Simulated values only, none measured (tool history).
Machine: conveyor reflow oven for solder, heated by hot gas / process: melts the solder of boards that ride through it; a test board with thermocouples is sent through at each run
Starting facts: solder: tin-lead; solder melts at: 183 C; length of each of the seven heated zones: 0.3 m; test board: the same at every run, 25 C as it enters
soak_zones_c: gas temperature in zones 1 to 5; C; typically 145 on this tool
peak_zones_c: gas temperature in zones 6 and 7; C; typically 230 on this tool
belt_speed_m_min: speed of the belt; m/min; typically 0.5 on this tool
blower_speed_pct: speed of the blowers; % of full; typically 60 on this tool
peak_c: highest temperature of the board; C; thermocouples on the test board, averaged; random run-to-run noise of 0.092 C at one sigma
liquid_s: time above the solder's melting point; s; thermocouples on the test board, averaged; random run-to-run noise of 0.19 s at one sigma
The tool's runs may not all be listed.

{"run": 1, "day": 0.0, "soak_zones_c": 145, "peak_zones_c": 230, "belt_speed_m_min": 0.5, "blower_speed_pct": 60, "peak_c": 211.49, "liquid_s": 51.1}
{"run": 2, "day": 0.567, "soak_zones_c": 145, "peak_zones_c": 230, "belt_speed_m_min": 0.5, "blower_speed_pct": 60, "peak_c": 211.32, "liquid_s": 51.1}
{"run": 3, "day": 0.958, "soak_zones_c": 145, "peak_zones_c": 230, "belt_speed_m_min": 0.5, "blower_speed_pct": 60, "peak_c": 211.47, "liquid_s": 50.8}
{"run": 4, "day": 1.671, "soak_zones_c": 145, "peak_zones_c": 230, "belt_speed_m_min": 0.5, "blower_speed_pct": 60, "peak_c": 211.31, "liquid_s": 50.8}
{"run": 5, "day": 2.175, "soak_zones_c": 145, "peak_zones_c": 236, "belt_speed_m_min": 0.5, "blower_speed_pct": 60, "peak_c": 216.33, "liquid_s": 55.3}
{"run": 6, "day": 2.838, "soak_zones_c": 145, "peak_zones_c": 236, "belt_speed_m_min": 0.5, "blower_speed_pct": 60, "peak_c": 216.2, "liquid_s": 55.2}
{"run": 7, "day": 3.433, "soak_zones_c": 145, "peak_zones_c": 236, "belt_speed_m_min": 0.5, "blower_speed_pct": 60, "peak_c": 216.12, "liquid_s": 55.6}
{"run": 8, "day": 3.892, "soak_zones_c": 145, "peak_zones_c": 227, "belt_speed_m_min": 0.558, "blower_speed_pct": 60, "peak_c": 204.8, "liquid_s": 38.7}
{"run": 9, "day": 4.646, "soak_zones_c": 145, "peak_zones_c": 227, "belt_speed_m_min": 0.558, "blower_speed_pct": 60, "peak_c": 204.96, "liquid_s": 38.8}
{"run": 10, "day": 5.35, "soak_zones_c": 140, "peak_zones_c": 230, "belt_speed_m_min": 0.5, "blower_speed_pct": 60, "peak_c": 209.91, "liquid_s": 48.4}
{"run": 11, "day": 6.167, "soak_zones_c": 156, "peak_zones_c": 220, "belt_speed_m_min": 0.5, "blower_speed_pct": 60, "peak_c": 206.83, "liquid_s": 52.4}
{"run": 12, "day": 6.904, "soak_zones_c": 151, "peak_zones_c": 239, "belt_speed_m_min": 0.415, "blower_speed_pct": 66, "peak_c": 228.24, "liquid_s": 79.8}
{"run": 13, "day": 7.508, "soak_zones_c": 145, "peak_zones_c": 230, "belt_speed_m_min": 0.459, "blower_speed_pct": 89, "peak_c": 220.16, "liquid_s": 64.4}
{"run": 14, "day": 7.871, "soak_zones_c": 150, "peak_zones_c": 233, "belt_speed_m_min": 0.585, "blower_speed_pct": 77, "peak_c": 214.36, "liquid_s": 47.2}

Put back what was entered between runs (3 entries, withheld): which listed runs does each sit between, and how does the hidden state differ from the listed run before to the listed run after?
After run 8, before run 9: belt drive overhauled, speed set with a stopwatch (day 4.112)
  heat that the gas passes to the board, % of a clean oven's: 93.8 -> 93.5; belt's true speed, % of the reading: 99.04 -> 98.61; true gas temperature in zones 6 and 7 over the reading, C: 1.54 -> 1.56
  difference, measured minus the result without the unlogged condition, peak_c: +0.03 -> +0.11 C; liquid_s: +0.1 -> +0.3 s
After run 10, before run 11: flux residue cleaned out of gas plates and filters (day 5.792)
  heat that the gas passes to the board, % of a clean oven's: 93.1 -> 99.4; belt's true speed, % of the reading: 98.58 -> 98.56; true gas temperature in zones 6 and 7 over the reading, C: 1.59 -> 1.61
  difference, measured minus the result without the unlogged condition, peak_c: +0.16 -> +1.58 C; liquid_s: +0.6 -> +2.5 s
After run 12, before run 13: belt drive overhauled, speed set with a stopwatch, once more (day 7.433)
  heat that the gas passes to the board, % of a clean oven's: 98.9 -> 98.7; belt's true speed, % of the reading: 98.53 -> 100; true gas temperature in zones 6 and 7 over the reading, C: 1.64 -> 1.65
  difference, measured minus the result without the unlogged condition, peak_c: +1.66 -> +1.2 C; liquid_s: +2.2 -> +0.7 s
